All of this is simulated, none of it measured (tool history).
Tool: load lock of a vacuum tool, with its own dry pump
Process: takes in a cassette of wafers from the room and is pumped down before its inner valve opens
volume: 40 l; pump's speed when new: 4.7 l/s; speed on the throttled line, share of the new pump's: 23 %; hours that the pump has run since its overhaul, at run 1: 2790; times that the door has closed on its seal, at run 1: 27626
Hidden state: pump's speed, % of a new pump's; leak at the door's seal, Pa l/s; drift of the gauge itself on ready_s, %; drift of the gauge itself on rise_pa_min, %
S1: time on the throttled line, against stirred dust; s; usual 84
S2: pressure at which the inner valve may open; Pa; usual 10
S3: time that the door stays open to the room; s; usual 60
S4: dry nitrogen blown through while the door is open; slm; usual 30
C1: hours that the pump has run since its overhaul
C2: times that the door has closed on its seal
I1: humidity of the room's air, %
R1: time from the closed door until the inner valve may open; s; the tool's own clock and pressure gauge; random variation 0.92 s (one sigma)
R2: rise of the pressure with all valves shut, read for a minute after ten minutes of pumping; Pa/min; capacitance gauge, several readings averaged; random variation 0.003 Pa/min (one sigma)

Run 1, hour 0: usual settings; C1 2790; C2 27626; I1 47.2. Result: R1 146.9 s, R2 0.135 Pa/min.
Run 2, hour 381.6: usual settings; C1 3172; C2 29038; I1 46. Result: R1 147.6 s, R2 0.152 Pa/min.
Run 3, hour 778.1: usual settings but S1 98 s; C1 3569; C2 30505; I1 40.5. Result: R1 156.6 s, R2 0.154 Pa/min.
Run 4, hour 1209.2: usual settings but S1 98 s; C1 4000; C2 32100; I1 47.2. Result: R1 157.8 s, R2 0.167 Pa/min.
Run 5, hour 1654.4: usual settings but S1 98 s; C1 4445; C2 33747; I1 41.9. Result: R1 159 s, R2 0.172 Pa/min.
Run 6, hour 2048.2: usual settings but S1 76 s, S2 13 Pa, S3 29 s, S4 6 slm; C1 4839; C2 35205; I1 44.2. Result: R1 141.2 s, R2 0.195 Pa/min.
Run 7, hour 2408.4: usual settings but S1 76 s, S2 13 Pa, S3 29 s, S4 6 slm; C1 5199; C2 36538; I1 47.3. Result: R1 142 s, R2 0.205 Pa/min.
Run 8, hour 2747: usual settings but S1 76 s, S2 13 Pa, S3 29 s, S4 6 slm; C1 5537; C2 37790; I1 45.9. Result: R1 139.9 s, R2 0.221 Pa/min.
Run 9, hour 2976.9: usual settings but S1 76 s, S3 69 s, S4 6 slm; C1 5767; C2 38641; I1 46.1. Result: R1 144.2 s, R2 0.242 Pa/min.
Run 10, hour 3342.9: usual settings but S1 76 s, S3 69 s, S4 6 slm; C1 6133; C2 39995; I1 42.9. Result: R1 144.3 s, R2 0.254 Pa/min.

Forecast each of these 5 alternatives for the next run:
Run A, hour 3636.1: usual settings but S1 113 s, S2 8 Pa, S4 13 slm; C1 6427; C2 41080; I1 40.8. Result: R1 ?, R2 ?.
Run B, hour 3636.1: usual settings but S1 43 s, S3 179 s, S4 34 slm; C1 6427; C2 41080; I1 41.6. Result: R1 ?, R2 ?.
Run C, hour 3636.1: usual settings but S1 119 s, S3 202 s, S4 6 slm; C1 6427; C2 41080; I1 45.3. Result: R1 ?, R2 ?.
Run D, hour 3636.1: usual settings but S1 144 s, S3 146 s, S4 15 slm; C1 6427; C2 41080; I1 45.4. Result: R1 ?, R2 ?.
Run E, hour 3636.1: usual settings but S1 55 s, S3 135 s, S4 37 slm; C1 6427; C2 41080; I1 46.8. Result: R1 ?, R2 ?.

run     R1     R2
  A  175.3  0.244
  B  121.6   0.25
  C    176  0.314
  D  194.9  0.276
  E  129.4  0.235
Without the tool's hidden state the same runs would have given:
run     R1     R2
  A  169.6  0.055
  B  114.5   0.06
  C  170.7  0.126
  D    190  0.087
  E  122.6  0.046
